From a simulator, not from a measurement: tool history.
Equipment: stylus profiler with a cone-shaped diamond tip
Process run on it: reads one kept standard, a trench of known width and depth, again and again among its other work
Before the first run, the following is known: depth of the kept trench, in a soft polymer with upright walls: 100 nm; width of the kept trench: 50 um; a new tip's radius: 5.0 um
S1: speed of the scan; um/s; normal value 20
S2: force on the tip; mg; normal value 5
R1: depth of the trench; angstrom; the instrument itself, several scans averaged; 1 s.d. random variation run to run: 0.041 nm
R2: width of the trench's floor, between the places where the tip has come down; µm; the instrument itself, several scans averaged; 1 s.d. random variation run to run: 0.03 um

Run 1, hour 0: usual settings. Result: R1 1015.8 angstrom, R2 47.38 µm.
Run 2, hour 49.3: usual settings. Result: R1 1015.9 angstrom, R2 47.36 µm.
Run 3, hour 107.7: usual settings. Result: R1 1016.5 angstrom, R2 47.36 µm.
Run 4, hour 179: usual settings. Result: R1 1016.1 angstrom, R2 47.27 µm.
Run 5, hour 253.4: usual settings. Result: R1 1015.5 angstrom, R2 47.26 µm.
Run 6, hour 324.1: usual settings but S1 32 um/s. Result: R1 1015.5 angstrom, R2 47.23 µm.
Run 7, hour 390.6: usual settings but S1 32 um/s. Result: R1 1015 angstrom, R2 47.19 µm.
Run 8, hour 423.1: usual settings but S2 1.83 mg. Result: R1 1006.5 angstrom, R2 47.2 µm.
At hour 427.9: height scale calibrated on a step standard.
Run 9, hour 476.3: usual settings but S2 1.83 mg. Result: R1 1005.4 angstrom, R2 47.13 µm.
Run 10, hour 537.5: usual settings but S2 1.83 mg. Result: R1 1005.5 angstrom, R2 47.14 µm.
Run 11, hour 580.2: usual settings. Result: R1 1013.5 angstrom, R2 47.17 µm.
Run 12, hour 621.1: usual settings but S1 6 um/s, S2 12.79 mg. Result: R1 1030.1 angstrom, R2 47.24 µm.
Run 13, hour 690.7: usual settings but S1 14 um/s, S2 2.36 mg. Result: R1 1007 angstrom, R2 47.14 µm.
At hour 757: height scale calibrated on a step standard, once more.
Run 14, hour 757: usual settings but S1 27 um/s, S2 4.98 mg. Result: R1 1018.8 angstrom, R2 47.11 µm.
Run 15, hour 813.4: usual settings but S1 27 um/s, S2 4.98 mg. Result: R1 1019 angstrom, R2 47.03 µm.
Run 16, hour 885.3: usual settings but S1 27 um/s, S2 4.98 mg. Result: R1 1017.4 angstrom, R2 47.08 µm.
Run 17, hour 947.8: usual settings but S1 14 um/s, S2 2.16 mg. Result: R1 1009.9 angstrom, R2 47.1 µm.
Run 18, hour 1017.4: usual settings but S1 14 um/s, S2 2.16 mg. Result: R1 1009.8 angstrom, R2 46.99 µm.
Run 19, hour 1057.7: usual settings but S1 72 um/s, S2 2.9 mg. Result: R1 1012.5 angstrom, R2 46.77 µm.
Run 20, hour 1125.3: usual settings but S1 70 um/s, S2 3.38 mg. Result: R1 1013.3 angstrom, R2 46.78 µm.

Run 21, settings as shown, results not yet in. Your forecast:
Run 21, hour 1156.8: usual settings but S1 70 um/s, S2 2.97 mg. Result: R1 ?, R2 ?.

R1: 1012.6 angstrom
R2: 46.77 µm
Without the tool's hidden state the same run would have given R1 1012.7 angstrom, R2 47.76 µm.
